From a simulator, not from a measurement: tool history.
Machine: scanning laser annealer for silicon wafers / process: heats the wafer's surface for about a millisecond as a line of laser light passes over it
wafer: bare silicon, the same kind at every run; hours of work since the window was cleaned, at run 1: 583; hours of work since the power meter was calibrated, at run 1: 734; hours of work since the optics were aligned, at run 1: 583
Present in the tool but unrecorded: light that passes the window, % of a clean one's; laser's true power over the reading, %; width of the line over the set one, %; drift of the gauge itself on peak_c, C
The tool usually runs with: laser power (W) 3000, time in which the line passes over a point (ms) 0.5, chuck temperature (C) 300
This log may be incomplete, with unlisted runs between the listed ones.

run,hour,laser power (W),time in which the line passes over a point (ms),chuck temperature (C),hours of work since the window was cleaned,hours of work since the power meter was calibrated,hours of work since the optics were aligned,highest temperature of the surface (C)
1,0,3000,0.5,300,583,734,583,1032
2,35.3,3000,0.5,300,605,757,605,1030
3,69.4,3000,0.5,300,627,779,627,1028
4,93.8,3000,0.554,300,643,795,643,1075
5,117.9,3000,0.554,300,659,810,659,1075
6,151,3000,0.554,313,680,832,680,1083
7,188.5,3000,0.5,278,704,856,704,1005
8,217.7,3000,0.431,300,723,875,723,969
9,264.7,3000,0.5,288,753,905,753,1015
10,290.4,3000,0.5,269,770,922,770,994
11,329.4,3000,0.5,269,795,947,795,993
12,349.9,3000,0.5,308,808,960,808,1034
13,386.4,3000,0.5,308,832,984,832,1030
14,430.4,3000,0.5,300,860,1012,860,1024
15,452.6,3000,0.5,300,875,1026,875,1024
16,480.3,3000,0.5,300,892,1044,892,1025
17,521.8,3000,0.5,300,919,1071,919,1018
18,567.9,3000,0.5,280,949,1101,949,999
19,589.9,3000,0.566,280,963,1115,963,1053
20,615.8,3283,0.5,300,980,1132,980,1091
# hour 637.9: window over the wafer cleaned
21,645,3283,0.5,300,5,1149,997,1112
22,685.3,2797,0.496,330,31,1175,1024,1016
23,706.7,2797,0.496,330,44,1189,1037,1013
24,746.9,2797,0.474,262,70,1215,1063,932
25,788.6,2797,0.474,262,97,1242,1090,930
26,808.7,3160,0.5,300,110,1255,1103,1075
27,854.3,3160,0.5,300,140,1284,1133,1073
28,886.6,3160,0.5,300,161,1305,1153,1072
29,932.1,2596,0.383,260,190,1334,1183,801
30,957.7,2968,0.611,284,206,1351,1199,1101
31,981.3,2554,0.409,300,222,1366,1215,853
32,1002.1,2554,0.409,300,235,1380,1228,855
33,1029.3,2950,0.384,290,253,1397,1246,905
34,1054.5,2580,0.384,316,269,1414,1262,854
35,1090.6,2886,0.393,288,292,1437,1285,900
36,1133.4,3085,0.444,317,320,1464,1313,1018
37,1170.2,3244,0.356,325,344,1488,1336,975
38,1208.7,3244,0.356,331,368,1513,1361,981
39,1234.4,3052,0.5,292,385,1530,1378,1034
40,1282,3001,0.391,289,416,1560,1409,921

Here are 5 independent what-if runs from the current tool condition. What would each one return?
A,1301.9,2653,0.421,289,429,1573,1421,?
B,1301.9,3228,0.59,289,429,1573,1421,?
C,1301.9,3000,0.434,300,429,1573,1421,?
D,1301.9,3195,0.374,263,429,1573,1421,?
E,1301.9,2770,0.388,300,429,1573,1421,?

run,highest temperature of the surface (C)
A,872
B,1153
C,972
D,923
E,880
Take away the tool's hidden state, keep each run's random variation, and the runs would have read:
run,highest temperature of the surface (C)
A,888
B,1177
C,992
D,942
E,897
